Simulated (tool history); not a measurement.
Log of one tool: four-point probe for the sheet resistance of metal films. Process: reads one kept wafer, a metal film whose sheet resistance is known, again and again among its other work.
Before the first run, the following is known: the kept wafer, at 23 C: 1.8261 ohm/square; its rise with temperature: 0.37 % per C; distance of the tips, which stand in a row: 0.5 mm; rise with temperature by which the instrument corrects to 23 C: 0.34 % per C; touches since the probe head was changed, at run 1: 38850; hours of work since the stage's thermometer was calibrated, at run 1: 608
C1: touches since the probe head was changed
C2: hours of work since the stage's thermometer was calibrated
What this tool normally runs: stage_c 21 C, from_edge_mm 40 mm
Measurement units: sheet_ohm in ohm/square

Run 1, hour 0: usual settings; C1 38850; C2 608. Result: sheet_ohm 1.817818 ohm/square.
Run 2, hour 22: usual settings; C1 39880; C2 624. Result: sheet_ohm 1.817331 ohm/square.
Run 3, hour 37.7: usual settings; C1 40616; C2 635. Result: sheet_ohm 1.817256 ohm/square.
Run 4, hour 52.1: usual settings but stage_c 30 C; C1 41290; C2 645. Result: sheet_ohm 1.821643 ohm/square.
Run 5, hour 62.9: usual settings but stage_c 30 C; C1 41796; C2 653. Result: sheet_ohm 1.821956 ohm/square.
Run 6, hour 84.2: usual settings but stage_c 30 C; C1 42794; C2 668. Result: sheet_ohm 1.821529 ohm/square.
Run 7, hour 105.4: usual settings; C1 43789; C2 683. Result: sheet_ohm 1.817081 ohm/square.
Run 8, hour 118.4: usual settings but from_edge_mm 14 mm; C1 44401; C2 692. Result: sheet_ohm 1.817461 ohm/square.
Run 9, hour 131.8: usual settings but from_edge_mm 51 mm; C1 45027; C2 701. Result: sheet_ohm 1.817439 ohm/square.
Run 10, hour 151.3: usual settings but from_edge_mm 51 mm; C1 45940; C2 715. Result: sheet_ohm 1.816288 ohm/square.
Run 11, hour 172.6: usual settings but from_edge_mm 51 mm; C1 46940; C2 730. Result: sheet_ohm 1.81672 ohm/square.
Run 12, hour 196.6: usual settings but from_edge_mm 51 mm; C1 48064; C2 747. Result: sheet_ohm 1.816373 ohm/square.
Run 13, hour 218.5: usual settings but from_edge_mm 51 mm; C1 49092; C2 762. Result: sheet_ohm 1.81641 ohm/square.
At hour 220.6: stage's thermometer calibrated.
Run 14, hour 242: usual settings but from_edge_mm 51 mm; C1 50168; C2 15. Result: sheet_ohm 1.815885 ohm/square.
Run 15, hour 254.2: usual settings but from_edge_mm 51 mm; C1 50740; C2 24. Result: sheet_ohm 1.81582 ohm/square.
Run 16, hour 272.8: usual settings but from_edge_mm 51 mm; C1 51610; C2 37. Result: sheet_ohm 1.81526 ohm/square.
At hour 286.1: stage's thermometer calibrated, once more.
Run 17, hour 288.9: usual settings; C1 52344; C2 2. Result: sheet_ohm 1.816691 ohm/square.
Run 18, hour 299: usual settings; C1 52817; C2 9. Result: sheet_ohm 1.817401 ohm/square.
Run 19, hour 323.2: usual settings but stage_c 18 C; C1 53949; C2 26. Result: sheet_ohm 1.815546 ohm/square.
Run 20, hour 333.4: usual settings but stage_c 18 C; C1 54427; C2 33. Result: sheet_ohm 1.81572 ohm/square.
Run 21, hour 344.9: usual settings but stage_c 18 C; C1 54969; C2 42. Result: sheet_ohm 1.815095 ohm/square.
Run 22, hour 359.6: usual settings but stage_c 18 C; C1 55656; C2 52. Result: sheet_ohm 1.815498 ohm/square.
Run 23, hour 374.8: usual settings but from_edge_mm 9 mm; C1 56367; C2 63. Result: sheet_ohm 1.81943 ohm/square.
Run 24, hour 388.8: usual settings but stage_c 18 C, from_edge_mm 9 mm; C1 57025; C2 72. Result: sheet_ohm 1.817925 ohm/square.
Run 25, hour 407.9: usual settings but stage_c 18 C, from_edge_mm 9 mm; C1 57920; C2 86. Result: sheet_ohm 1.817754 ohm/square.
Run 26, hour 419: usual settings but stage_c 18 C, from_edge_mm 9 mm; C1 58437; C2 94. Result: sheet_ohm 1.818088 ohm/square.
Run 27, hour 430: usual settings but stage_c 20 C, from_edge_mm 24 mm; C1 58956; C2 102. Result: sheet_ohm 1.816485 ohm/square.
Run 28, hour 450.2: usual settings but stage_c 19 C, from_edge_mm 7 mm; C1 59902; C2 116. Result: sheet_ohm 1.82065 ohm/square.
Run 29, hour 468: usual settings but from_edge_mm 10 mm; C1 60734; C2 128. Result: sheet_ohm 1.818404 ohm/square.
Run 30, hour 480.6: usual settings but stage_c 20 C, from_edge_mm 43 mm; C1 61325; C2 137. Result: sheet_ohm 1.815749 ohm/square.
Run 31, hour 497.7: usual settings but stage_c 28 C, from_edge_mm 18 mm; C1 62125; C2 149. Result: sheet_ohm 1.821014 ohm/square.
Run 32, hour 513.1: usual settings but stage_c 19 C, from_edge_mm 23 mm; C1 62848; C2 160. Result: sheet_ohm 1.815775 ohm/square.
Run 33, hour 530.3: usual settings but stage_c 31 C, from_edge_mm 8 mm; C1 63653; C2 172. Result: sheet_ohm 1.824769 ohm/square.
Run 34, hour 552.9: usual settings but stage_c 27 C, from_edge_mm 4 mm; C1 64712; C2 188. Result: sheet_ohm 1.833822 ohm/square.
Run 35, hour 566: usual settings but from_edge_mm 11 mm; C1 65329; C2 198. Result: sheet_ohm 1.817368 ohm/square.
Run 36, hour 583: usual settings but from_edge_mm 11 mm; C1 66126; C2 210. Result: sheet_ohm 1.81782 ohm/square.
Run 37, hour 601.2: usual settings but stage_c 19 C, from_edge_mm 12 mm; C1 66975; C2 222. Result: sheet_ohm 1.816223 ohm/square.
Run 38, hour 613.2: usual settings but stage_c 19 C, from_edge_mm 12 mm; C1 67540; C2 231. Result: sheet_ohm 1.816667 ohm/square.
Run 39, hour 631.1: usual settings but stage_c 35 C, from_edge_mm 3 mm; C1 68379; C2 243. Result: sheet_ohm 1.849628 ohm/square.
Run 40, hour 643.3: usual settings but stage_c 35 C, from_edge_mm 3 mm; C1 68950; C2 252. Result: sheet_ohm 1.849001 ohm/square.
Run 41, hour 663.1: usual settings but stage_c 35 C, from_edge_mm 3 mm; C1 69878; C2 266. Result: sheet_ohm 1.849558 ohm/square.
Run 42, hour 674: usual settings but stage_c 33 C; C1 70387; C2 274. Result: sheet_ohm 1.821953 ohm/square.
Run 43, hour 685.9: usual settings but stage_c 33 C; C1 70947; C2 282. Result: sheet_ohm 1.82122 ohm/square.

Forecast run 44:
Run 44, hour 709.3: usual settings but stage_c 28 C, from_edge_mm 27 mm; C1 72045; C2 299. Result: sheet_ohm ?.

Run 44 measured sheet_ohm 1.819253 ohm/square.
On a tool with no hidden condition, and with the same random variation, this run would have come out at sheet_ohm 1.829023 ohm/square.

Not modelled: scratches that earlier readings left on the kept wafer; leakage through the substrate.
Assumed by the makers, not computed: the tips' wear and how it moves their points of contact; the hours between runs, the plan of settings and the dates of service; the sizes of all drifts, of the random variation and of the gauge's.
